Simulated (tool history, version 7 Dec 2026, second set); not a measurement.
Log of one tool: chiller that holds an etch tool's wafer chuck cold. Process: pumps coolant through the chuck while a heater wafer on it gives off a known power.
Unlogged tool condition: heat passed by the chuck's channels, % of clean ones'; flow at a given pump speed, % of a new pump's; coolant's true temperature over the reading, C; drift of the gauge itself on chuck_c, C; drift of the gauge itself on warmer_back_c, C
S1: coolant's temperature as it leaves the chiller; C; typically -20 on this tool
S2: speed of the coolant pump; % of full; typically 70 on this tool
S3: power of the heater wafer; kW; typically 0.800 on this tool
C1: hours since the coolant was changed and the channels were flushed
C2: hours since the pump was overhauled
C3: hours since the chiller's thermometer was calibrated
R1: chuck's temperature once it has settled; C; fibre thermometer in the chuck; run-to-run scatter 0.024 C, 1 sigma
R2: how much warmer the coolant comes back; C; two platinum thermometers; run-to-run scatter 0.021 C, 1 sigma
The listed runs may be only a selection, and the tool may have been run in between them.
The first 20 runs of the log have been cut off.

{"run": 21, "hour": 1797.7, "S1": -12, "S2": 68, "S3": 0.719, "C1": 159, "C2": 277, "C3": 4707, "R1": -5.93, "R2": 3.36}
{"run": 22, "hour": 1888.0, "S1": -12, "S2": 68, "S3": 0.734, "C1": 250, "C2": 368, "C3": 4797, "R1": -5.77, "R2": 3.42}
{"run": 23, "hour": 2015.4, "S1": -20, "S2": 69, "S3": 0.584, "C1": 377, "C2": 495, "C3": 4924, "R1": -15.15, "R2": 2.69}
{"run": 24, "hour": 2081.7, "S1": -20, "S2": 69, "S3": 0.584, "C1": 443, "C2": 561, "C3": 4991, "R1": -15.13, "R2": 2.69}
{"run": 25, "hour": 2137.4, "S1": -14, "S2": 75, "S3": 0.8, "C1": 499, "C2": 617, "C3": 5046, "R1": -7.7, "R2": 3.39}
{"run": 26, "hour": 2205.1, "S1": -30, "S2": 84, "S3": 0.8, "C1": 567, "C2": 685, "C3": 5114, "R1": -24.22, "R2": 3.05}
{"run": 27, "hour": 2264.6, "S1": -30, "S2": 84, "S3": 0.8, "C1": 626, "C2": 744, "C3": 5174, "R1": -24.22, "R2": 3.03}
{"run": 28, "hour": 2363.7, "S1": -17, "S2": 78, "S3": 0.728, "C1": 725, "C2": 843, "C3": 5273, "R1": -11.48, "R2": 2.98}
{"run": 29, "hour": 2475.4, "S1": -17, "S2": 78, "S3": 0.728, "C1": 837, "C2": 955, "C3": 5384, "R1": -11.52, "R2": 2.96}
{"run": 30, "hour": 2587.9, "S1": -20, "S2": 67, "S3": 0.8, "C1": 950, "C2": 1067, "C3": 5497, "R1": -13.18, "R2": 3.82}
{"run": 31, "hour": 2673.6, "S1": -11, "S2": 92, "S3": 0.927, "C1": 1035, "C2": 1153, "C3": 5583, "R1": -4.75, "R2": 3.19}

4 options for the next run, each taken on its own from the tool as it stands now. Forecast them:
{"hour": 2718.1, "done": "chiller's thermometer calibrated"}
{"run": "A", "hour": 2803.0, "S1": -11, "S2": 92, "S3": 0.408, "C1": 1164, "C2": 1282, "C3": 85, "R1": "?", "R2": "?"}
{"hour": 2718.1, "done": "chiller's thermometer calibrated"}
{"run": "B", "hour": 2803.0, "S1": -21, "S2": 62, "S3": 0.707, "C1": 1164, "C2": 1282, "C3": 85, "R1": "?", "R2": "?"}
{"hour": 2718.1, "done": "chiller's thermometer calibrated"}
{"run": "C", "hour": 2803.0, "S1": -20, "S2": 70, "S3": 1.059, "C1": 1164, "C2": 1282, "C3": 85, "R1": "?", "R2": "?"}
{"hour": 2718.1, "done": "chiller's thermometer calibrated"}
{"run": "D", "hour": 2803.0, "S1": -11, "S2": 81, "S3": 0.879, "C1": 1164, "C2": 1282, "C3": 85, "R1": "?", "R2": "?"}

run=A R1=-8.44 R2=1.38
run=B R1=-14.64 R2=3.65
run=C R1=-11.19 R2=4.78
run=D R1=-4.47 R2=3.46
The same runs, with their run-to-run variation unchanged, on a tool lacking any hidden condition would have given:
run=A R1=-8.08 R2=1.38
run=B R1=-14.29 R2=3.64
run=C R1=-10.83 R2=4.78
run=D R1=-4.11 R2=3.46
